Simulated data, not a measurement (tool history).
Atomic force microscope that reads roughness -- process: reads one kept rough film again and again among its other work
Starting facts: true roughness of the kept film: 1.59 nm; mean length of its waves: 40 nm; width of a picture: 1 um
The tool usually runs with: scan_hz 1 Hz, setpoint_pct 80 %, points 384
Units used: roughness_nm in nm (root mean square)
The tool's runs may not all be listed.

run	hour	scan_hz	setpoint_pct	points	roughness_nm
1	0	1	80	384	1.38
2	7.5	1	80	384	1.396
3	16.2	1	67	384	1.451
4	23.3	1	80	384	1.388
5	28.8	1	80	384	1.385
6	33.8	1	80	384	1.39
7	42.5	1	80	384	1.397
8	47.7	1	80	384	1.391
9	53.2	1	80	384	1.39
10	59.6	1	80	614	1.391
11	66.9	1.4	80	614	1.344
12	74.2	1.4	68	614	1.427
13	82.4	1.4	68	614	1.426
14	90.8	1.4	68	628	1.425
15	95.7	1.4	68	628	1.429
16	104.9	1.4	68	628	1.43
17	109.4	1	80	384	1.394
18	117.2	1	63	384	1.466
19	121.3	1	80	384	1.382
20	126	3.52	80	384	1.139
21	134.8	3.52	80	384	1.14
22	140.3	1	80	434	1.38
23	144.8	1	80	434	1.394
24	150.6	1	80	434	1.394
25	156.4	1	80	434	1.402
26	163.6	0.66	74	434	1.465
27	170.2	1.28	65	925	1.461
28	176.6	1.18	65	481	1.451
29	183.9	1.18	65	312	1.442
30	188.4	2.46	80	554	1.236
31	196.7	2.46	80	554	1.226
32	205.2	1.01	78	730	1.399
33	213.2	1.83	80	332	1.289
34	221.8	1.04	80	384	1.388
35	231	1.04	80	384	1.399
36	237.2	1	80	327	1.398
37	241.3	0.79	78	500	1.427
38	250.4	0.79	78	500	1.421
39	256.1	0.79	77	832	1.431
40	262.6	0.79	77	832	1.442
41	266.9	0.87	80	534	1.411
42	271.7	0.87	80	534	1.407
43	278.1	0.87	80	534	1.407
44	284.3	1.04	67	370	1.445
45	289.2	0.53	55	349	1.484

Taken out of this log: 3 entries between the listed runs. Where each belongs, and how the hidden state differs across it:
Logged between run 11 and run 12: new tip fitted (hour 74)
  radius of the tip, nm: 10.5 -> 10
Logged between run 23 and run 24: new tip fitted (hour 148.6)
  radius of the tip, nm: 10.6 -> 10
Logged between run 34 and run 35: new tip fitted (hour 222.8)
  radius of the tip, nm: 10.6 -> 10.1

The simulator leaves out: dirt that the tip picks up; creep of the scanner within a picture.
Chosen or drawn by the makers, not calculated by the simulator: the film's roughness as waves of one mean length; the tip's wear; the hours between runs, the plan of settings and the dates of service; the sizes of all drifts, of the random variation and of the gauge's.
